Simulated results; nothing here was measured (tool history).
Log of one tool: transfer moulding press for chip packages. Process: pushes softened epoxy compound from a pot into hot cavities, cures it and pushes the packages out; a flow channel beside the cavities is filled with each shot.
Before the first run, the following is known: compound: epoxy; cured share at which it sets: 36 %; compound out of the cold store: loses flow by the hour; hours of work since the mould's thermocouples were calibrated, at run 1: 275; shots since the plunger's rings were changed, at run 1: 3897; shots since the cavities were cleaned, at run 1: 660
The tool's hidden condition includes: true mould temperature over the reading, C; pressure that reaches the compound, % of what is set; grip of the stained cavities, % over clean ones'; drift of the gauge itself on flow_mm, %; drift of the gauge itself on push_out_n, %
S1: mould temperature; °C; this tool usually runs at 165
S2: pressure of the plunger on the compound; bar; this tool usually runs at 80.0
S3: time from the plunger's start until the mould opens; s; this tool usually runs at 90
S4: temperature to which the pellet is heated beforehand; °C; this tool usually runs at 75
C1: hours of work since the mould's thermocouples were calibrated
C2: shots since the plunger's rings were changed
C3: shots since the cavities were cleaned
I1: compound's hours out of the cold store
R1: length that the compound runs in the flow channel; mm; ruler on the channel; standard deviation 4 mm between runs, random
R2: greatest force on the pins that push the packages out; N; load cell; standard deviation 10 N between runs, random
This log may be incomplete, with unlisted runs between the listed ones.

{"run": 1, "hour": 0.0, "S1": 165, "S2": 80.0, "S3": 90, "S4": 75, "C1": 275, "C2": 3897, "C3": 660, "I1": 16.8, "R1": 809, "R2": 780}
{"hour": 22.2, "done": "cavities cleaned with cleaning compound and waxed"}
{"run": 2, "hour": 29.6, "S1": 165, "S2": 80.0, "S3": 90, "S4": 75, "C1": 294, "C2": 4279, "C3": 101, "I1": 34.8, "R1": 775, "R2": 526}
{"run": 3, "hour": 53.1, "S1": 165, "S2": 80.0, "S3": 90, "S4": 75, "C1": 310, "C2": 4600, "C3": 422, "I1": 39.6, "R1": 767, "R2": 662}
{"run": 4, "hour": 75.0, "S1": 165, "S2": 80.0, "S3": 90, "S4": 75, "C1": 324, "C2": 4898, "C3": 720, "I1": 25.4, "R1": 787, "R2": 802}
{"hour": 93.5, "done": "cavities cleaned with cleaning compound and waxed"}
{"run": 5, "hour": 99.4, "S1": 165, "S2": 80.0, "S3": 128, "S4": 75, "C1": 339, "C2": 5210, "C3": 81, "I1": 20.6, "R1": 798, "R2": 313}
{"run": 6, "hour": 144.9, "S1": 165, "S2": 80.0, "S3": 90, "S4": 69, "C1": 370, "C2": 5830, "C3": 701, "I1": 41.1, "R1": 750, "R2": 772}
{"hour": 164.7, "done": "cavities cleaned with cleaning compound and waxed"}
{"hour": 176.3, "done": "plunger's sealing rings changed"}
{"run": 7, "hour": 176.3, "S1": 165, "S2": 80.0, "S3": 90, "S4": 69, "C1": 388, "C2": 0, "C3": 124, "I1": 12.9, "R1": 838, "R2": 570}
{"run": 8, "hour": 211.3, "S1": 170, "S2": 80.0, "S3": 90, "S4": 69, "C1": 411, "C2": 477, "C3": 601, "I1": 33.1, "R1": 797, "R2": 559}
{"hour": 238.2, "done": "cavities cleaned with cleaning compound and waxed"}
{"run": 9, "hour": 246.8, "S1": 165, "S2": 80.0, "S3": 90, "S4": 68, "C1": 434, "C2": 940, "C3": 118, "I1": 42.2, "R1": 787, "R2": 548}
{"run": 10, "hour": 287.0, "S1": 165, "S2": 80.0, "S3": 90, "S4": 79, "C1": 460, "C2": 1488, "C3": 666, "I1": 47.8, "R1": 777, "R2": 733}
{"hour": 308.0, "done": "cavities cleaned with cleaning compound and waxed"}
{"run": 11, "hour": 318.5, "S1": 165, "S2": 80.0, "S3": 90, "S4": 79, "C1": 480, "C2": 1896, "C3": 143, "I1": 35.7, "R1": 795, "R2": 532}
{"run": 12, "hour": 348.0, "S1": 165, "S2": 80.0, "S3": 72, "S4": 75, "C1": 500, "C2": 2299, "C3": 546, "I1": 43.4, "R1": 778, "R2": 1250}
{"run": 13, "hour": 372.9, "S1": 165, "S2": 80.0, "S3": 90, "S4": 75, "C1": 516, "C2": 2637, "C3": 884, "I1": 42.3, "R1": 777, "R2": 787}
{"hour": 377.6, "done": "cavities cleaned with cleaning compound and waxed"}
{"run": 14, "hour": 400.5, "S1": 165, "S2": 67.7, "S3": 90, "S4": 72, "C1": 534, "C2": 2993, "C3": 312, "I1": 15.0, "R1": 759, "R2": 656}
{"run": 15, "hour": 433.7, "S1": 170, "S2": 72.8, "S3": 90, "S4": 80, "C1": 556, "C2": 3445, "C3": 764, "I1": 24.2, "R1": 751, "R2": 567}
{"hour": 447.3, "done": "cavities cleaned with cleaning compound and waxed"}
{"run": 16, "hour": 464.3, "S1": 170, "S2": 72.8, "S3": 90, "S4": 80, "C1": 575, "C2": 3842, "C3": 232, "I1": 19.5, "R1": 757, "R2": 443}
{"run": 17, "hour": 501.7, "S1": 170, "S2": 72.8, "S3": 90, "S4": 80, "C1": 600, "C2": 4351, "C3": 741, "I1": 8.6, "R1": 770, "R2": 582}
{"hour": 517.4, "done": "cavities cleaned with cleaning compound and waxed"}
{"run": 18, "hour": 528.0, "S1": 166, "S2": 87.6, "S3": 95, "S4": 73, "C1": 616, "C2": 4690, "C3": 146, "I1": 40.9, "R1": 807, "R2": 452}
{"run": 19, "hour": 556.2, "S1": 159, "S2": 80.0, "S3": 90, "S4": 84, "C1": 635, "C2": 5074, "C3": 530, "I1": 18.4, "R1": 811, "R2": 1137}
{"hour": 589.1, "done": "cavities cleaned with cleaning compound and waxed"}
{"run": 20, "hour": 601.5, "S1": 169, "S2": 80.0, "S3": 90, "S4": 75, "C1": 664, "C2": 5670, "C3": 169, "I1": 45.6, "R1": 738, "R2": 420}
{"run": 21, "hour": 628.1, "S1": 169, "S2": 80.0, "S3": 90, "S4": 75, "C1": 682, "C2": 6032, "C3": 531, "I1": 20.0, "R1": 776, "R2": 561}
{"hour": 642.7, "done": "plunger's sealing rings changed"}
{"run": 22, "hour": 649.5, "S1": 172, "S2": 87.1, "S3": 109, "S4": 77, "C1": 694, "C2": 92, "C3": 788, "I1": 24.1, "R1": 832, "R2": 508}
{"hour": 661.5, "done": "cavities cleaned with cleaning compound and waxed"}
{"run": 23, "hour": 673.6, "S1": 173, "S2": 80.0, "S3": 116, "S4": 75, "C1": 709, "C2": 401, "C3": 166, "I1": 37.1, "R1": 777, "R2": 348}
{"run": 24, "hour": 715.7, "S1": 165, "S2": 86.3, "S3": 118, "S4": 68, "C1": 737, "C2": 975, "C3": 740, "I1": 26.2, "R1": 843, "R2": 530}
{"hour": 732.4, "done": "cavities cleaned with cleaning compound and waxed"}
{"run": 25, "hour": 753.9, "S1": 165, "S2": 86.3, "S3": 118, "S4": 68, "C1": 762, "C2": 1474, "C3": 292, "I1": 10.5, "R1": 864, "R2": 440}

Some steps in R1 between neighbouring runs. How much of each would the tool show without its hidden state too (settings, what came in, random variation), and how much is left for the hidden state, with any gauge scatter that isn't in both results?
Run 6 -> 7: cavities cleaned with cleaning compound and waxed, plunger's sealing rings changed. R1 +88 mm: hidden state +39, all else +49.
Run 19 -> 20: S1 159 -> 169, S4 84 -> 75, cavities cleaned with cleaning compound and waxed. R1 -73 mm: hidden state +1, all else -74.
Run 21 -> 22: S1 169 -> 172, S2 80.0 -> 87.1, S3 90 -> 109, S4 75 -> 77, plunger's sealing rings changed. R1 +56 mm: hidden state +39, all else +17.

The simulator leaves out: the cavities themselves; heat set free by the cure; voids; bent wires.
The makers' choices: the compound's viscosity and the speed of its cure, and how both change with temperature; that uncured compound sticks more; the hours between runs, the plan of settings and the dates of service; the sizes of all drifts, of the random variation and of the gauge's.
